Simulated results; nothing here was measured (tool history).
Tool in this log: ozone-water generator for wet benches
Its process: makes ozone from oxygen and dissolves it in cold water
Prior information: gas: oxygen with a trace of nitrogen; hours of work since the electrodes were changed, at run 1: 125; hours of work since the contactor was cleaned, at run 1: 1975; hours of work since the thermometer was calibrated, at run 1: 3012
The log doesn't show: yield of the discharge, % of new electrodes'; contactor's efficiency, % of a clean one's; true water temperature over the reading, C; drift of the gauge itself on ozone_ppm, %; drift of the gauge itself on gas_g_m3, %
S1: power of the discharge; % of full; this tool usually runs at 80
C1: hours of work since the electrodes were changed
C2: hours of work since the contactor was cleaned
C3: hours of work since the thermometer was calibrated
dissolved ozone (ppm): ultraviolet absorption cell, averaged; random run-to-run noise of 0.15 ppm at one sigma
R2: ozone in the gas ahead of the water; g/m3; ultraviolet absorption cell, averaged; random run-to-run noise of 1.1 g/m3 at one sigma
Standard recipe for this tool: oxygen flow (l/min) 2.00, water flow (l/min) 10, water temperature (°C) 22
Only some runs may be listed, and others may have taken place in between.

run 1 hour=0.0 | S1=80 oxygen_flow_(l/min)=2.00 water_flow_(l/min)=10 water_temperature_(°C)=22 | C1=125 C2=1975 C3=3012 | dissolved_ozone_(ppm)=16.9 R2=201.5
run 2 hour=81.1 | S1=80 oxygen_flow_(l/min)=2.00 water_flow_(l/min)=10 water_temperature_(°C)=22 | C1=198 C2=2048 C3=3085 | dissolved_ozone_(ppm)=16.7 R2=197.2
run 3 hour=174.1 | S1=80 oxygen_flow_(l/min)=2.00 water_flow_(l/min)=10 water_temperature_(°C)=26 | C1=282 C2=2133 C3=3169 | dissolved_ozone_(ppm)=16.0 R2=197.3
run 4 hour=240.1 | S1=80 oxygen_flow_(l/min)=2.33 water_flow_(l/min)=10 water_temperature_(°C)=26 | C1=342 C2=2192 C3=3229 | dissolved_ozone_(ppm)=15.9 R2=183.0
run 5 hour=330.6 | S1=80 oxygen_flow_(l/min)=2.33 water_flow_(l/min)=7 water_temperature_(°C)=26 | C1=424 C2=2274 C3=3311 | dissolved_ozone_(ppm)=21.2 R2=181.3
run 6 hour=393.6 | S1=80 oxygen_flow_(l/min)=2.33 water_flow_(l/min)=7 water_temperature_(°C)=26 | C1=481 C2=2331 C3=3368 | dissolved_ozone_(ppm)=21.2 R2=182.8
-- hour=438.6 contactor cleaned
run 7 hour=474.0 | S1=80 oxygen_flow_(l/min)=2.33 water_flow_(l/min)=7 water_temperature_(°C)=26 | C1=550 C2=32 C3=3437 | dissolved_ozone_(ppm)=20.4 R2=181.9
run 8 hour=568.2 | S1=80 oxygen_flow_(l/min)=2.33 water_flow_(l/min)=7 water_temperature_(°C)=26 | C1=635 C2=117 C3=3522 | dissolved_ozone_(ppm)=20.3 R2=180.8
run 9 hour=678.1 | S1=80 oxygen_flow_(l/min)=2.33 water_flow_(l/min)=7 water_temperature_(°C)=26 | C1=735 C2=217 C3=3622 | dissolved_ozone_(ppm)=20.1 R2=180.5
-- hour=760.9 water thermometer calibrated
run 10 hour=774.5 | S1=80 oxygen_flow_(l/min)=2.33 water_flow_(l/min)=7 water_temperature_(°C)=26 | C1=822 C2=303 C3=12 | dissolved_ozone_(ppm)=20.4 R2=180.5
run 11 hour=858.9 | S1=80 oxygen_flow_(l/min)=2.33 water_flow_(l/min)=7 water_temperature_(°C)=26 | C1=898 C2=380 C3=89 | dissolved_ozone_(ppm)=20.0 R2=179.2
-- hour=915.7 contactor cleaned, once more
run 12 hour=934.6 | S1=80 oxygen_flow_(l/min)=2.00 water_flow_(l/min)=10 water_temperature_(°C)=22 | C1=963 C2=17 C3=154 | dissolved_ozone_(ppm)=17.2 R2=192.8
run 13 hour=1026.7 | S1=45 oxygen_flow_(l/min)=2.00 water_flow_(l/min)=10 water_temperature_(°C)=22 | C1=1046 C2=101 C3=237 | dissolved_ozone_(ppm)=12.9 R2=141.5
run 14 hour=1080.3 | S1=89 oxygen_flow_(l/min)=2.00 water_flow_(l/min)=10 water_temperature_(°C)=22 | C1=1095 C2=149 C3=285 | dissolved_ozone_(ppm)=17.9 R2=202.2
run 15 hour=1199.0 | S1=80 oxygen_flow_(l/min)=2.00 water_flow_(l/min)=10 water_temperature_(°C)=14 | C1=1202 C2=256 C3=393 | dissolved_ozone_(ppm)=18.4 R2=189.3
run 16 hour=1302.6 | S1=80 oxygen_flow_(l/min)=2.00 water_flow_(l/min)=10 water_temperature_(°C)=14 | C1=1296 C2=350 C3=487 | dissolved_ozone_(ppm)=18.4 R2=190.1
run 17 hour=1385.0 | S1=80 oxygen_flow_(l/min)=2.00 water_flow_(l/min)=10 water_temperature_(°C)=14 | C1=1370 C2=425 C3=561 | dissolved_ozone_(ppm)=18.4 R2=188.4
run 18 hour=1502.2 | S1=47 oxygen_flow_(l/min)=2.94 water_flow_(l/min)=10 water_temperature_(°C)=14 | C1=1477 C2=531 C3=667 | dissolved_ozone_(ppm)=14.5 R2=119.5
run 19 hour=1607.3 | S1=47 oxygen_flow_(l/min)=3.05 water_flow_(l/min)=8 water_temperature_(°C)=18 | C1=1572 C2=626 C3=762 | dissolved_ozone_(ppm)=16.2 R2=116.5
run 20 hour=1659.3 | S1=47 oxygen_flow_(l/min)=3.05 water_flow_(l/min)=8 water_temperature_(°C)=18 | C1=1619 C2=673 C3=809 | dissolved_ozone_(ppm)=16.1 R2=117.4
run 21 hour=1722.0 | S1=47 oxygen_flow_(l/min)=2.00 water_flow_(l/min)=10 water_temperature_(°C)=22 | C1=1675 C2=730 C3=866 | dissolved_ozone_(ppm)=12.6 R2=143.1
run 22 hour=1800.8 | S1=47 oxygen_flow_(l/min)=2.00 water_flow_(l/min)=10 water_temperature_(°C)=22 | C1=1747 C2=801 C3=937 | dissolved_ozone_(ppm)=12.4 R2=141.7
run 23 hour=1887.4 | S1=63 oxygen_flow_(l/min)=1.02 water_flow_(l/min)=11 water_temperature_(°C)=26 | C1=1825 C2=879 C3=1016 | dissolved_ozone_(ppm)=11.2 R2=230.6
run 24 hour=1969.1 | S1=80 oxygen_flow_(l/min)=2.00 water_flow_(l/min)=12 water_temperature_(°C)=22 | C1=1899 C2=953 C3=1090 | dissolved_ozone_(ppm)=13.7 R2=186.5
run 25 hour=2021.6 | S1=80 oxygen_flow_(l/min)=1.50 water_flow_(l/min)=10 water_temperature_(°C)=22 | C1=1946 C2=1001 C3=1137 | dissolved_ozone_(ppm)=15.7 R2=213.0
run 26 hour=2087.1 | S1=80 oxygen_flow_(l/min)=1.50 water_flow_(l/min)=10 water_temperature_(°C)=22 | C1=2006 C2=1060 C3=1196 | dissolved_ozone_(ppm)=15.6 R2=212.4
run 27 hour=2149.2 | S1=80 oxygen_flow_(l/min)=2.15 water_flow_(l/min)=10 water_temperature_(°C)=22 | C1=2062 C2=1116 C3=1253 | dissolved_ozone_(ppm)=16.3 R2=175.8
run 28 hour=2257.2 | S1=98 oxygen_flow_(l/min)=1.99 water_flow_(l/min)=16 water_temperature_(°C)=17 | C1=2160 C2=1214 C3=1350 | dissolved_ozone_(ppm)=11.3 R2=201.8
run 29 hour=2307.7 | S1=49 oxygen_flow_(l/min)=2.94 water_flow_(l/min)=16 water_temperature_(°C)=16 | C1=2205 C2=1260 C3=1396 | dissolved_ozone_(ppm)=8.8 R2=118.8
run 30 hour=2411.9 | S1=49 oxygen_flow_(l/min)=2.94 water_flow_(l/min)=16 water_temperature_(°C)=16 | C1=2300 C2=1354 C3=1490 | dissolved_ozone_(ppm)=8.9 R2=119.7
run 31 hour=2506.4 | S1=75 oxygen_flow_(l/min)=2.94 water_flow_(l/min)=16 water_temperature_(°C)=16 | C1=2385 C2=1439 C3=1576 | dissolved_ozone_(ppm)=10.6 R2=144.2
run 32 hour=2601.0 | S1=42 oxygen_flow_(l/min)=2.00 water_flow_(l/min)=10 water_temperature_(°C)=18 | C1=2471 C2=1525 C3=1661 | dissolved_ozone_(ppm)=12.1 R2=132.2
run 33 hour=2653.9 | S1=45 oxygen_flow_(l/min)=2.00 water_flow_(l/min)=10 water_temperature_(°C)=18 | C1=2519 C2=1573 C3=1709 | dissolved_ozone_(ppm)=12.6 R2=136.6

What if the next run were any one of these 3? Each begins from the tool's condition after run 33:
run A hour=2715.9 | S1=53 oxygen_flow_(l/min)=1.43 water_flow_(l/min)=14 water_temperature_(°C)=18 | C1=2575 C2=1629 C3=1765 | dissolved_ozone_(ppm)=? R2=?
run B hour=2715.9 | S1=77 oxygen_flow_(l/min)=2.00 water_flow_(l/min)=10 water_temperature_(°C)=22 | C1=2575 C2=1629 C3=1765 | dissolved_ozone_(ppm)=? R2=?
run C hour=2715.9 | S1=68 oxygen_flow_(l/min)=2.38 water_flow_(l/min)=10 water_temperature_(°C)=22 | C1=2575 C2=1629 C3=1765 | dissolved_ozone_(ppm)=? R2=?

run=A dissolved_ozone_(ppm)=8.5 R2=174.8
run=B dissolved_ozone_(ppm)=15.2 R2=175.7
run=C dissolved_ozone_(ppm)=14.3 R2=152.9
Without the tool's hidden state the same runs would have given:
run=A dissolved_ozone_(ppm)=9.6 R2=189.3
run=B dissolved_ozone_(ppm)=17.2 R2=193.6
run=C dissolved_ozone_(ppm)=16.2 R2=167.6
